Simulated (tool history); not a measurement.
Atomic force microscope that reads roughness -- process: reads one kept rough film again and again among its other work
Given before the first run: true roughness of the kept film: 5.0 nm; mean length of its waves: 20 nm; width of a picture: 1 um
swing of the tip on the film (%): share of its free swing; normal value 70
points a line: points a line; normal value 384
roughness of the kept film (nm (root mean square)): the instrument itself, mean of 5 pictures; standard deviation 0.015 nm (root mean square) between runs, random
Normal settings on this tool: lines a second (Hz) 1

run	day	lines a second (Hz)	swing of the tip on the film (%)	points a line	roughness of the kept film (nm (root mean square))
1	0	1	70	384	3.328
2	1.842	1	70	384	3.145
3	3.208	1	72	384	3.014
4	4.567	1	72	384	2.909
5	7.446	1	72	603	2.712
# day 8.867: new tip fitted
6	10.138	1	72	603	3.429
7	11.467	0.89	70	384	3.274
8	14.267	1.15	70	384	3.019
9	16.788	1.15	70	384	2.811
10	19.421	0.98	70	384	2.658
# day 19.938: new tip fitted
11	20.925	1	89	384	3.21
12	22.208	1	89	384	3.12
13	23.542	1	70	384	3.194
14	25.312	1.6	70	384	2.961
15	27.5	1.6	70	384	2.808
16	28.954	1.6	70	384	2.679
17	30.688	1.39	70	384	2.622
# day 30.962: new tip fitted
18	32.25	1.39	70	384	3.381
19	33.633	1.39	70	384	3.258
20	36.225	1.28	70	553	3.031
21	38.917	2.36	60	262	2.776
22	41.304	2.36	86	262	2.329
# day 41.967: new tip fitted
23	44.375	2.36	86	262	2.839
24	45.729	2.01	89	525	2.805
25	47.729	2.01	89	525	2.654
26	49.046	2.01	89	525	2.569
27	51.321	0.56	62	525	2.849
# day 52.975: new tip fitted
28	53.754	0.56	62	525	3.438
29	56.804	1	74	710	3.029
30	59.821	2.83	70	384	2.641
31	62.738	2.12	57	410	2.622
# day 63.971: new tip fitted
32	65.633	0.54	90	670	3.361
33	67.725	1	69	721	3.205
34	69.038	3.11	69	690	2.903
35	71.462	3.11	69	690	2.757
36	72.971	3.11	69	690	2.668
37	74.767	0.66	88	493	2.648
# day 75.021: new tip fitted
38	76.175	2.94	70	805	3.286

Selected run-to-run steps in roughness of the kept film (nm (root mean square)), each split into two signed amounts: the part the tool would show with no hidden state at all (from settings, incoming material and random variation), and the remainder, which goes to the hidden state together with any gauge scatter not common to the measured and the hidden-state-free results:
Hidden state present: radius of the tip, nm; height scale over the true one, %; drift of the gauge itself on roughness_nm, %.
Run 5 -> 6: new tip fitted. roughness of the kept film (nm (root mean square)) +0.717: hidden state +0.702, all else +0.015.
Run 10 -> 11: lines a second (Hz) 0.98 -> 1, swing of the tip on the film (%) 70 -> 89, new tip fitted. roughness of the kept film (nm (root mean square)) +0.552: hidden state +0.765, all else -0.213.
Run 17 -> 18: new tip fitted. roughness of the kept film (nm (root mean square)) +0.759: hidden state +0.75, all else +0.009.
Run 31 -> 32: lines a second (Hz) 2.12 -> 0.54, swing of the tip on the film (%) 57 -> 90, points a line 410 -> 670, new tip fitted. roughness of the kept film (nm (root mean square)) +0.739: hidden state +0.744, all else -0.005.
Run 37 -> 38: lines a second (Hz) 0.66 -> 2.94, swing of the tip on the film (%) 88 -> 70, points a line 493 -> 805, new tip fitted. roughness of the kept film (nm (root mean square)) +0.638: hidden state +0.777, all else -0.139.
